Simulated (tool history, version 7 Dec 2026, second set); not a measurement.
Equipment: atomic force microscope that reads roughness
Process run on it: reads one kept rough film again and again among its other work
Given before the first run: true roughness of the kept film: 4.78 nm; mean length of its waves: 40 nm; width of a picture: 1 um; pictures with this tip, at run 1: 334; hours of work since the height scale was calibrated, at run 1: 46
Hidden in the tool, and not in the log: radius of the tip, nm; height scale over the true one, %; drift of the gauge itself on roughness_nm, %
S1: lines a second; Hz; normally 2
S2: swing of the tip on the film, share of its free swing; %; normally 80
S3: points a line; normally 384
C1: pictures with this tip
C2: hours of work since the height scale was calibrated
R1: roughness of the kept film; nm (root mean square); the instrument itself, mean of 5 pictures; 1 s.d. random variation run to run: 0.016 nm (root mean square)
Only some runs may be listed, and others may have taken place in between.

| run | hour | S1 | S2 | S3 | C1 | C2 | R1 |
|---|---|---|---|---|---|---|---|
| 1 | 0 | 2 | 80 | 384 | 334 | 46 | 3.347 |
| 2 | 5.1 | 2 | 80 | 384 | 345 | 50 | 3.312 |
| 3 | 14.9 | 2 | 80 | 263 | 366 | 58 | 3.284 |
|  | 22.8 | new tip fitted |
| 4 | 25.4 | 2 | 80 | 420 | 6 | 65 | 3.914 |
| 5 | 34.6 | 2 | 80 | 579 | 25 | 73 | 3.882 |
| 6 | 45.5 | 2 | 68 | 384 | 48 | 81 | 3.949 |
| 7 | 50.3 | 2 | 68 | 384 | 58 | 85 | 3.917 |
| 8 | 60.6 | 2 | 80 | 384 | 80 | 93 | 3.729 |
| 9 | 69.7 | 2 | 80 | 384 | 99 | 100 | 3.694 |
| 10 | 79.9 | 2 | 80 | 384 | 120 | 108 | 3.663 |
| 11 | 87 | 2 | 80 | 384 | 135 | 114 | 3.632 |
| 12 | 92.5 | 2 | 80 | 384 | 147 | 118 | 3.631 |
| 13 | 101.7 | 1.58 | 80 | 384 | 166 | 125 | 3.648 |
| 14 | 109.8 | 2 | 80 | 384 | 183 | 132 | 3.552 |
| 15 | 120.5 | 2 | 80 | 384 | 205 | 140 | 3.529 |
| 16 | 127.4 | 2 | 74 | 384 | 220 | 145 | 3.541 |
| 17 | 134.4 | 2 | 63 | 384 | 234 | 151 | 3.627 |
| 18 | 142.2 | 2 | 63 | 384 | 251 | 157 | 3.599 |
| 19 | 151.1 | 2 | 80 | 384 | 269 | 164 | 3.401 |
| 20 | 159.3 | 2 | 80 | 384 | 286 | 170 | 3.378 |
| 21 | 164.6 | 2 | 82 | 384 | 298 | 175 | 3.306 |
| 22 | 174.7 | 2 | 82 | 384 | 319 | 183 | 3.277 |
| 23 | 181.5 | 2 | 82 | 384 | 333 | 188 | 3.282 |
| 24 | 188.1 | 2 | 82 | 384 | 347 | 193 | 3.247 |
| 25 | 196.9 | 2 | 67 | 384 | 365 | 200 | 3.377 |
| 26 | 201.5 | 2 | 80 | 486 | 375 | 204 | 3.247 |
|  | 205 | new tip fitted |
| 27 | 211.6 | 3.61 | 80 | 814 | 14 | 211 | 3.671 |
| 28 | 221.9 | 3.97 | 80 | 334 | 36 | 219 | 3.55 |
| 29 | 228 | 2.6 | 81 | 293 | 48 | 224 | 3.67 |
| 30 | 238.7 | 2.87 | 78 | 293 | 71 | 232 | 3.675 |
| 31 | 246.2 | 2.87 | 78 | 293 | 87 | 238 | 3.626 |
| 32 | 255.3 | 2.87 | 78 | 293 | 106 | 245 | 3.597 |
| 33 | 260.6 | 0.73 | 61 | 384 | 117 | 249 | 3.939 |
| 34 | 266.4 | 0.55 | 80 | 384 | 129 | 254 | 3.862 |
| 35 | 271 | 0.55 | 79 | 384 | 139 | 258 | 3.852 |
| 36 | 279.9 | 0.68 | 70 | 995 | 157 | 265 | 3.835 |
| 37 | 287.3 | 0.53 | 72 | 831 | 173 | 270 | 3.811 |
| 38 | 292.7 | 0.53 | 72 | 831 | 184 | 275 | 3.782 |
| 39 | 301.7 | 1.91 | 79 | 870 | 203 | 282 | 3.557 |
| 40 | 311.1 | 2 | 80 | 704 | 223 | 289 | 3.476 |
| 41 | 317.4 | 2 | 81 | 384 | 236 | 294 | 3.427 |
| 42 | 325.5 | 2 | 81 | 744 | 253 | 300 | 3.401 |
| 43 | 330.3 | 0.51 | 81 | 555 | 263 | 304 | 3.634 |
| 44 | 336.2 | 2.51 | 62 | 754 | 275 | 309 | 3.547 |
| 45 | 344.6 | 1.05 | 80 | 383 | 293 | 315 | 3.516 |
| 46 | 354.6 | 1.78 | 56 | 281 | 314 | 323 | 3.533 |
| 47 | 365 | 1.78 | 56 | 281 | 336 | 331 | 3.515 |
| 48 | 374.8 | 2 | 61 | 384 | 356 | 339 | 3.456 |
| 49 | 380.8 | 0.68 | 84 | 816 | 369 | 344 | 3.429 |
|  | 386.9 | new tip fitted |
| 50 | 390.7 | 0.68 | 84 | 816 | 8 | 351 | 4.071 |
| 51 | 396.7 | 0.86 | 65 | 705 | 20 | 356 | 4.153 |
| 52 | 407 | 0.86 | 65 | 933 | 42 | 364 | 4.08 |

Consider 5 possible next runs. They are alternatives, not a sequence: every one starts from the tool as it was left by run 52. What does each give?
| A | 414.7 | 0.94 | 65 | 476 | 58 | 370 | ? |
| B | 414.7 | 2 | 67 | 384 | 58 | 370 | ? |
| C | 414.7 | 1.45 | 72 | 933 | 58 | 370 | ? |
| D | 414.7 | 0.86 | 70 | 749 | 58 | 370 | ? |
| E | 414.7 | 3.47 | 65 | 933 | 58 | 370 | ? |

| run | R1 |
|---|---|
| A | 4.033 |
| B | 3.937 |
| C | 3.95 |
| D | 3.99 |
| E | 3.858 |
Without the tool's hidden state the same runs would have given:
| run | R1 |
|---|---|
| A | 4.197 |
| B | 4.098 |
| C | 4.111 |
| D | 4.153 |
| E | 4.015 |
